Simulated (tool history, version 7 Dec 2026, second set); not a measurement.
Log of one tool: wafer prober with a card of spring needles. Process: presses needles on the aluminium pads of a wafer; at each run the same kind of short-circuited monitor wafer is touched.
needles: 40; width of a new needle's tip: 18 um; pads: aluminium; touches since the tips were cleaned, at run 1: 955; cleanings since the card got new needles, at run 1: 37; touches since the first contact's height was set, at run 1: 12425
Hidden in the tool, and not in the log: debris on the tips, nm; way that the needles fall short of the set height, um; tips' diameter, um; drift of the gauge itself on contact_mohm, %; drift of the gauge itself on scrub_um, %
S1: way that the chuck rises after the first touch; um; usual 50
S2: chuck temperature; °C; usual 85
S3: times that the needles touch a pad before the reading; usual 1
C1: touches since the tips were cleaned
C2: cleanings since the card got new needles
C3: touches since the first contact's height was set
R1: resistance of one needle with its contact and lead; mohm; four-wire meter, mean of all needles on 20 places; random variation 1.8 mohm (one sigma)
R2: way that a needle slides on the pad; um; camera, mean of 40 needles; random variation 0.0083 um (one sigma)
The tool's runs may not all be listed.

Run 1, hour 0: usual settings; C1 955; C2 37; C3 12425. Result: R1 292 mohm, R2 7.893 um.
At hour 13.5: tips cleaned on abrasive film.
At hour 29.3: tips cleaned on abrasive film.
Run 2, hour 38.7: usual settings; C1 4806; C2 39; C3 32233. Result: R1 456 mohm, R2 7.877 um.
At hour 45.7: tips cleaned on abrasive film.
At hour 62.7: tips cleaned on abrasive film.
Run 3, hour 71.9: usual settings; C1 4747; C2 41; C3 49253. Result: R1 470 mohm, R2 7.868 um.
At hour 79.1: tips cleaned on abrasive film.
At hour 95.7: tips cleaned on abrasive film.
At hour 114.4: tips cleaned on abrasive film.
Run 4, hour 120.3: usual settings; C1 3039; C2 44; C3 74032. Result: R1 388 mohm, R2 7.83 um.
At hour 130.6: tips cleaned on abrasive film.
Run 5, hour 145.3: usual settings but S2 55 °C; C1 7583; C2 45; C3 86850. Result: R1 548 mohm, R2 7.811 um.
At hour 149.1: tips cleaned on abrasive film.
At hour 165.4: tips cleaned on abrasive film.
Run 6, hour 177.9: usual settings; C1 6431; C2 47; C3 103546. Result: R1 511 mohm, R2 7.802 um.
At hour 180.4: tips cleaned on abrasive film.
At hour 198.2: tips cleaned on abrasive film.
At hour 215.3: tips cleaned on abrasive film.
Run 7, hour 225.4: usual settings; C1 5187; C2 50; C3 127865. Result: R1 483 mohm, R2 7.758 um.
At hour 232.1: tips cleaned on abrasive film.
At hour 248.4: tips cleaned on abrasive film.
At hour 266.3: tips cleaned on abrasive film.
Run 8, hour 269.1: usual settings; C1 1455; C2 53; C3 150242. Result: R1 353 mohm, R2 7.742 um.
At hour 283: tips cleaned on abrasive film.
At hour 293.6: height of the first contact set anew.
At hour 300: tips cleaned on abrasive film.
At hour 315.7: tips cleaned on abrasive film.
Run 9, hour 315.7: usual settings; C1 0; C2 56; C3 11277. Result: R1 225 mohm, R2 7.895 um.
At hour 332.6: tips cleaned on abrasive film.
At hour 349.9: tips cleaned on abrasive film.
Run 10, hour 354.2: usual settings; C1 2211; C2 58; C3 30980. Result: R1 375 mohm, R2 7.853 um.
At hour 365.4: tips cleaned on abrasive film.
At hour 382.8: tips cleaned on abrasive film.
At hour 398.8: tips cleaned on abrasive film.
Run 11, hour 405.4: usual settings but S1 34 um; C1 3401; C2 61; C3 57227. Result: R1 656 mohm, R2 5.31 um.
At hour 416.2: tips cleaned on abrasive film.
At hour 432.8: tips cleaned on abrasive film.
Run 12, hour 432.8: usual settings but S1 34 um; C1 0; C2 63; C3 71222. Result: R1 246 mohm, R2 5.297 um.
At hour 448.1: tips cleaned on abrasive film.
At hour 463.5: tips cleaned on abrasive film.
Run 13, hour 466.1: usual settings but S1 34 um; C1 1317; C2 65; C3 88267. Result: R1 505 mohm, R2 5.276 um.
At hour 479.5: tips cleaned on abrasive film.
At hour 494.7: tips cleaned on abrasive film.
Run 14, hour 508.9: usual settings but S1 61 um; C1 7330; C2 67; C3 110235. Result: R1 427 mohm, R2 9.53 um.
At hour 512.1: tips cleaned on abrasive film.
At hour 528.8: tips cleaned on abrasive film.
Run 15, hour 537.5: usual settings; C1 4453; C2 69; C3 124851. Result: R1 457 mohm, R2 7.772 um.
At hour 545: tips cleaned on abrasive film.
At hour 561.9: tips cleaned on abrasive film.
Run 16, hour 561.9: usual settings but S1 38 um, S3 2; C1 0; C2 71; C3 137326. Result: R1 215 mohm, R2 5.865 um.
At hour 578.6: tips cleaned on abrasive film.
At hour 596: tips cleaned on abrasive film.
Run 17, hour 596.6: usual settings but S1 41 um; C1 320; C2 73; C3 155086. Result: R1 281 mohm, R2 6.306 um.
At hour 611.2: tips cleaned on abrasive film.
At hour 611.5: height of the first contact set anew.
At hour 627.3: tips cleaned on abrasive film.
Run 18, hour 634.8: usual settings but S2 50 °C, S3 2; C1 3888; C2 75; C3 11961. Result: R1 333 mohm, R2 7.901 um.
At hour 642.3: tips cleaned on abrasive film.
At hour 659.6: tips cleaned on abrasive film.
Run 19, hour 660: usual settings; C1 212; C2 77; C3 24847. Result: R1 217 mohm, R2 7.885 um.
At hour 676.8: tips cleaned on abrasive film.
Run 20, hour 689: usual settings; C1 6250; C2 78; C3 39707. Result: R1 541 mohm, R2 7.87 um.
At hour 692.8: tips cleaned on abrasive film.
At hour 709.2: tips cleaned on abrasive film.
At hour 724.6: tips cleaned on abrasive film.
Run 21, hour 735.1: usual settings; C1 5432; C2 81; C3 63338. Result: R1 505 mohm, R2 7.833 um.
At hour 741.1: tips cleaned on abrasive film.
At hour 756.1: tips cleaned on abrasive film.
At hour 771.8: tips cleaned on abrasive film.
Run 22, hour 780.2: usual settings but S1 45 um, S2 118 °C; C1 4358; C2 84; C3 86420. Result: R1 525 mohm, R2 7.029 um.
At hour 787.3: tips cleaned on abrasive film.
At hour 805.7: tips cleaned on abrasive film.
Run 23, hour 810.7: usual settings but S1 33 um, S2 36 °C; C1 2611; C2 86; C3 102018. Result: R1 732 mohm, R2 5.111 um.
At hour 820.8: tips cleaned on abrasive film.
At hour 838.6: tips cleaned on abrasive film.
Run 24, hour 840: usual settings but S1 33 um, S2 36 °C; C1 694; C2 88; C3 116988. Result: R1 398 mohm, R2 5.098 um.
At hour 856: tips cleaned on abrasive film.
At hour 873.5: tips cleaned on abrasive film.
At hour 889.5: tips cleaned on abrasive film.
Run 25, hour 889.5: usual settings but S1 33 um, S2 36 °C; C1 0; C2 91; C3 142340. Result: R1 260 mohm, R2 5.085 um.
At hour 907: tips cleaned on abrasive film.
At hour 923.6: tips cleaned on abrasive film.
At hour 927.6: height of the first contact set anew.
Run 26, hour 936.7: usual settings but S1 31 um, S2 45 °C, S3 3; C1 6575; C2 93; C3 4664. Result: R1 528 mohm, R2 4.912 um.
At hour 940.5: tips cleaned on abrasive film.
At hour 955.6: tips cleaned on abrasive film.
Run 27, hour 965.3: usual settings but S1 34 um, S2 62 °C; C1 5019; C2 95; C3 19343. Result: R1 895 mohm, R2 5.356 um.
At hour 971.9: tips cleaned on abrasive film.
At hour 989.4: tips cleaned on abrasive film.
At hour 1006.5: tips cleaned on abrasive film.
Run 28, hour 1009.3: usual settings but S3 3; C1 1428; C2 98; C3 41836. Result: R1 238 mohm, R2 7.854 um.
At hour 1023.4: tips cleaned on abrasive film.
At hour 1040.5: tips cleaned on abrasive film.
Run 29, hour 1050.7: usual settings but S3 3; C1 5235; C2 100; C3 63044. Result: R1 302 mohm, R2 7.849 um.

Forecast each of these 4 alternatives for the next run:
At hour 1057.8: tips cleaned on abrasive film.
At hour 1073.4: tips cleaned on abrasive film.
Run A, hour 1077.8: usual settings; C1 2224; C2 102; C3 76891. Result: R1 ?, R2 ?.
At hour 1057.8: tips cleaned on abrasive film.
At hour 1073.4: tips cleaned on abrasive film.
Run B, hour 1077.8: usual settings but S2 56 °C; C1 2224; C2 102; C3 76891. Result: R1 ?, R2 ?.
At hour 1057.8: tips cleaned on abrasive film.
At hour 1073.4: tips cleaned on abrasive film.
Run C, hour 1077.8: usual settings but S1 49 um, S2 26 °C, S3 2; C1 2224; C2 102; C3 76891. Result: R1 ?, R2 ?.
At hour 1057.8: tips cleaned on abrasive film.
At hour 1073.4: tips cleaned on abrasive film.
Run D, hour 1077.8: usual settings but S1 33 um, S2 34 °C; C1 2224; C2 102; C3 76891. Result: R1 ?, R2 ?.

run   R1     R2
  A  374  7.827
  B  372  7.834
  C  295  7.685
  D  640  5.131
Without the tool's hidden state the same runs would have given:
run   R1     R2
  A  185  7.901
  B  176  7.907
  C  168  7.759
  D  183  5.205

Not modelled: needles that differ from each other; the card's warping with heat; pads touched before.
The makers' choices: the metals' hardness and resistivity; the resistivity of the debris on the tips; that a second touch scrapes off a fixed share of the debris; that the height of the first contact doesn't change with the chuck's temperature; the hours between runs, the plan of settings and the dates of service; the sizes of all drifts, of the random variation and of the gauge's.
